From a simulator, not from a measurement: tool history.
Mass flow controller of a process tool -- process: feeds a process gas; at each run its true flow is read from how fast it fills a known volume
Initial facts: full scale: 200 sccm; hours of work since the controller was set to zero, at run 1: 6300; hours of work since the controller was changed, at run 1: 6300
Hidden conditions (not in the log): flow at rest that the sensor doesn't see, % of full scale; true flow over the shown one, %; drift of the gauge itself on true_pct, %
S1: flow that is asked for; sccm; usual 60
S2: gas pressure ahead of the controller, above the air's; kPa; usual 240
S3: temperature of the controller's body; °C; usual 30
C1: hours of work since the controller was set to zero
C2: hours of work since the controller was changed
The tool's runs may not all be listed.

{"run": 1, "hour": 0.0, "S1": 60, "S2": 240, "S3": 30, "C1": 6300, "C2": 6300, "true flow (%)": 99.64}
{"run": 2, "hour": 539.0, "S1": 60, "S2": 240, "S3": 30, "C1": 6714, "C2": 6714, "true flow (%)": 99.35}
{"run": 3, "hour": 1042.4, "S1": 60, "S2": 240, "S3": 30, "C1": 7102, "C2": 7102, "true flow (%)": 99.18}
{"run": 4, "hour": 1398.9, "S1": 60, "S2": 240, "S3": 30, "C1": 7376, "C2": 7376, "true flow (%)": 99.28}
{"run": 5, "hour": 1903.6, "S1": 60, "S2": 240, "S3": 30, "C1": 7765, "C2": 7765, "true flow (%)": 99.16}
{"run": 6, "hour": 2307.5, "S1": 60, "S2": 240, "S3": 30, "C1": 8075, "C2": 8075, "true flow (%)": 99.14}
{"run": 7, "hour": 2595.4, "S1": 60, "S2": 194, "S3": 30, "C1": 8297, "C2": 8297, "true flow (%)": 98.56}
{"hour": 2736.2, "done": "controller's zero set anew"}
{"run": 8, "hour": 2922.0, "S1": 60, "S2": 194, "S3": 30, "C1": 143, "C2": 8548, "true flow (%)": 98.43}
{"run": 9, "hour": 3349.4, "S1": 60, "S2": 194, "S3": 30, "C1": 472, "C2": 8877, "true flow (%)": 98.37}
{"run": 10, "hour": 3680.2, "S1": 60, "S2": 194, "S3": 30, "C1": 726, "C2": 9131, "true flow (%)": 98.37}
{"run": 11, "hour": 4105.1, "S1": 114, "S2": 240, "S3": 30, "C1": 1053, "C2": 9458, "true flow (%)": 98.77}
{"hour": 4142.8, "done": "controller exchanged for a calibrated one"}
{"run": 12, "hour": 4418.9, "S1": 114, "S2": 240, "S3": 30, "C1": 213, "C2": 213, "true flow (%)": 98.62}
{"run": 13, "hour": 4955.7, "S1": 60, "S2": 240, "S3": 30, "C1": 626, "C2": 626, "true flow (%)": 98.45}
{"run": 14, "hour": 5474.8, "S1": 60, "S2": 240, "S3": 30, "C1": 1025, "C2": 1025, "true flow (%)": 98.23}
{"run": 15, "hour": 5872.4, "S1": 60, "S2": 240, "S3": 30, "C1": 1331, "C2": 1331, "true flow (%)": 98.3}
{"run": 16, "hour": 6155.4, "S1": 60, "S2": 240, "S3": 30, "C1": 1549, "C2": 1549, "true flow (%)": 98.2}
{"hour": 6229.0, "done": "gauge calibrated"}
{"run": 17, "hour": 6496.6, "S1": 60, "S2": 240, "S3": 32, "C1": 1811, "C2": 1811, "true flow (%)": 99.26}
{"run": 18, "hour": 6906.8, "S1": 60, "S2": 240, "S3": 26, "C1": 2127, "C2": 2127, "true flow (%)": 99.63}
{"run": 19, "hour": 7245.5, "S1": 60, "S2": 240, "S3": 26, "C1": 2388, "C2": 2388, "true flow (%)": 99.52}
{"run": 20, "hour": 7482.7, "S1": 60, "S2": 240, "S3": 32, "C1": 2570, "C2": 2570, "true flow (%)": 98.97}
{"run": 21, "hour": 7721.7, "S1": 60, "S2": 231, "S3": 30, "C1": 2754, "C2": 2754, "true flow (%)": 99.08}
{"run": 22, "hour": 8145.2, "S1": 60, "S2": 231, "S3": 30, "C1": 3080, "C2": 3080, "true flow (%)": 99.07}
{"run": 23, "hour": 8388.3, "S1": 60, "S2": 240, "S3": 30, "C1": 3267, "C2": 3267, "true flow (%)": 99.09}
{"run": 24, "hour": 8770.6, "S1": 60, "S2": 240, "S3": 30, "C1": 3561, "C2": 3561, "true flow (%)": 98.98}
{"run": 25, "hour": 9197.9, "S1": 31, "S2": 240, "S3": 23, "C1": 3890, "C2": 3890, "true flow (%)": 99.2}
{"run": 26, "hour": 9528.7, "S1": 35, "S2": 142, "S3": 32, "C1": 4145, "C2": 4145, "true flow (%)": 98}
{"run": 27, "hour": 9863.5, "S1": 106, "S2": 236, "S3": 30, "C1": 4403, "C2": 4403, "true flow (%)": 98.82}
{"run": 28, "hour": 10300.2, "S1": 68, "S2": 274, "S3": 30, "C1": 4739, "C2": 4739, "true flow (%)": 98.93}
{"run": 29, "hour": 10663.4, "S1": 94, "S2": 199, "S3": 23, "C1": 5018, "C2": 5018, "true flow (%)": 98.78}
{"run": 30, "hour": 10988.0, "S1": 94, "S2": 199, "S3": 23, "C1": 5268, "C2": 5268, "true flow (%)": 98.76}
{"run": 31, "hour": 11452.9, "S1": 87, "S2": 267, "S3": 28, "C1": 5626, "C2": 5626, "true flow (%)": 98.87}
{"run": 32, "hour": 11679.6, "S1": 87, "S2": 267, "S3": 28, "C1": 5800, "C2": 5800, "true flow (%)": 98.66}
{"run": 33, "hour": 12218.5, "S1": 42, "S2": 240, "S3": 30, "C1": 6215, "C2": 6215, "true flow (%)": 98.15}
{"run": 34, "hour": 12757.7, "S1": 21, "S2": 268, "S3": 38, "C1": 6630, "C2": 6630, "true flow (%)": 97.54}
{"run": 35, "hour": 13264.1, "S1": 21, "S2": 268, "S3": 38, "C1": 7020, "C2": 7020, "true flow (%)": 97.34}
{"run": 36, "hour": 13534.9, "S1": 60, "S2": 158, "S3": 22, "C1": 7228, "C2": 7228, "true flow (%)": 97.95}
{"run": 37, "hour": 13794.1, "S1": 60, "S2": 225, "S3": 25, "C1": 7428, "C2": 7428, "true flow (%)": 97.98}
{"run": 38, "hour": 14228.4, "S1": 60, "S2": 225, "S3": 25, "C1": 7762, "C2": 7762, "true flow (%)": 97.99}
{"run": 39, "hour": 14687.5, "S1": 44, "S2": 240, "S3": 30, "C1": 8115, "C2": 8115, "true flow (%)": 97.63}
{"hour": 15049.6, "done": "controller's zero set anew"}
{"run": 40, "hour": 15049.6, "S1": 127, "S2": 142, "S3": 22, "C1": 0, "C2": 8393, "true flow (%)": 97.58}
{"run": 41, "hour": 15532.0, "S1": 60, "S2": 178, "S3": 22, "C1": 371, "C2": 8765, "true flow (%)": 97.54}
{"run": 42, "hour": 15890.6, "S1": 60, "S2": 211, "S3": 40, "C1": 647, "C2": 9041, "true flow (%)": 96.34}
{"run": 43, "hour": 16304.4, "S1": 38, "S2": 244, "S3": 27, "C1": 966, "C2": 9359, "true flow (%)": 97.26}
{"hour": 16462.6, "done": "controller exchanged for a calibrated one"}
{"run": 44, "hour": 16817.2, "S1": 164, "S2": 223, "S3": 31, "C1": 273, "C2": 273, "true flow (%)": 97.17}
{"run": 45, "hour": 17291.5, "S1": 38, "S2": 240, "S3": 23, "C1": 638, "C2": 638, "true flow (%)": 97.5}
{"run": 46, "hour": 17708.3, "S1": 34, "S2": 214, "S3": 30, "C1": 959, "C2": 959, "true flow (%)": 96.7}
{"run": 47, "hour": 18072.0, "S1": 60, "S2": 145, "S3": 22, "C1": 1239, "C2": 1239, "true flow (%)": 96.79}
{"run": 48, "hour": 18469.7, "S1": 189, "S2": 240, "S3": 39, "C1": 1545, "C2": 1545, "true flow (%)": 96.55}

For each entry between runs, how does the tool's hidden state at the last listed run before it compare with that at the first listed run after it?
In the gap between runs 7 and 8: controller's zero set anew (hour 2736.2)
  flow at rest that the sensor doesn't see, % of full scale: -0.006 -> 0; drift of the gauge itself on true_pct, %: -0.58 -> -0.65
  measured result minus the result with no hidden state, true flow (%): -0.59 -> -0.64
In the gap between runs 11 and 12: controller exchanged for a calibrated one (hour 4142.8)
  flow at rest that the sensor doesn't see, % of full scale: -0.001 -> 0; true flow over the shown one, %: 0.01 -> 0; drift of the gauge itself on true_pct, %: -0.92 -> -0.99
  measured result minus the result with no hidden state, true flow (%): -0.9 -> -0.98
In the gap between runs 16 and 17: gauge calibrated (hour 6229)
  flow at rest that the sensor doesn't see, % of full scale: -0.001 -> -0.002; drift of the gauge itself on true_pct, %: -1.38 -> -0.06
  measured result minus the result with no hidden state, true flow (%): -1.37 -> -0.06
In the gap between runs 39 and 40: controller's zero set anew (hour 15049.6)
  flow at rest that the sensor doesn't see, % of full scale: -0.006 -> 0; drift of the gauge itself on true_pct, %: -1.89 -> -1.97
  measured result minus the result with no hidden state, true flow (%): -1.9 -> -1.95
In the gap between runs 43 and 44: controller exchanged for a calibrated one (hour 16462.6)
  flow at rest that the sensor doesn't see, % of full scale: -0.001 -> 0; true flow over the shown one, %: 0.01 -> 0; drift of the gauge itself on true_pct, %: -2.25 -> -2.37
  measured result minus the result with no hidden state, true flow (%): -2.24 -> -2.35
